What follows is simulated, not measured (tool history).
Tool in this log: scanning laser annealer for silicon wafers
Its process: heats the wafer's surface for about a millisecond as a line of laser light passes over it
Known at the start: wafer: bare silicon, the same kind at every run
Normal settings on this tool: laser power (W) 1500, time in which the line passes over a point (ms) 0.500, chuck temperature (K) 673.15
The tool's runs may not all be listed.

| run | hour | laser power (W) | time in which the line passes over a point (ms) | chuck temperature (K) | highest temperature of the surface (K) |
|---|---|---|---|---|---|
| 1 | 0.0 | 1500 | 0.500 | 673.15 | 1462.15 |
| 2 | 9.0 | 1500 | 0.500 | 673.15 | 1460.15 |
| 3 | 23.2 | 1608 | 0.500 | 673.15 | 1531.15 |
| 4 | 37.7 | 1608 | 0.500 | 673.15 | 1526.15 |
| 5 | 47.0 | 1500 | 0.500 | 673.15 | 1455.15 |
| 6 | 56.4 | 1500 | 0.448 | 673.15 | 1414.15 |
| 7 | 71.5 | 1500 | 0.448 | 673.15 | 1412.15 |
| 8 | 87.8 | 1500 | 0.448 | 673.15 | 1410.15 |
| 9 | 101.4 | 1500 | 0.448 | 673.15 | 1413.15 |
| 10 | 113.7 | 1500 | 0.448 | 673.15 | 1412.15 |
| 11 | 123.6 | 1387 | 0.500 | 673.15 | 1386.15 |
| 12 | 132.6 | 1387 | 0.500 | 673.15 | 1386.15 |
| 13 | 153.9 | 1500 | 0.512 | 642.15 | 1433.15 |
| 14 | 163.2 | 1539 | 0.390 | 638.15 | 1344.15 |
| 15 | 181.1 | 1539 | 0.390 | 638.15 | 1346.15 |
| 16 | 195.9 | 1539 | 0.390 | 638.15 | 1341.15 |
| 17 | 214.4 | 1336 | 0.390 | 656.15 | 1250.15 |
| 18 | 232.4 | 1500 | 0.500 | 672.15 | 1455.15 |
| 19 | 244.4 | 1519 | 0.500 | 673.15 | 1467.15 |

5 ways to go on from here, each from the tool as it stands after run 19. What would each give?
| A | 264.2 | 1513 | 0.500 | 673.15 | ? |
| B | 264.2 | 1406 | 0.377 | 691.15 | ? |
| C | 264.2 | 1395 | 0.500 | 648.15 | ? |
| D | 264.2 | 1586 | 0.485 | 652.15 | ? |
| E | 264.2 | 1465 | 0.470 | 673.15 | ? |

| run | highest temperature of the surface (K) |
|---|---|
| A | 1463.15 |
| B | 1311.15 |
| C | 1360.15 |
| D | 1473.15 |
| E | 1401.15 |
Had the tool no hidden state, the same runs would have come out as:
| run | highest temperature of the surface (K) |
|---|---|
| A | 1500.15 |
| B | 1340.15 |
| C | 1394.15 |
| D | 1511.15 |
| E | 1435.15 |

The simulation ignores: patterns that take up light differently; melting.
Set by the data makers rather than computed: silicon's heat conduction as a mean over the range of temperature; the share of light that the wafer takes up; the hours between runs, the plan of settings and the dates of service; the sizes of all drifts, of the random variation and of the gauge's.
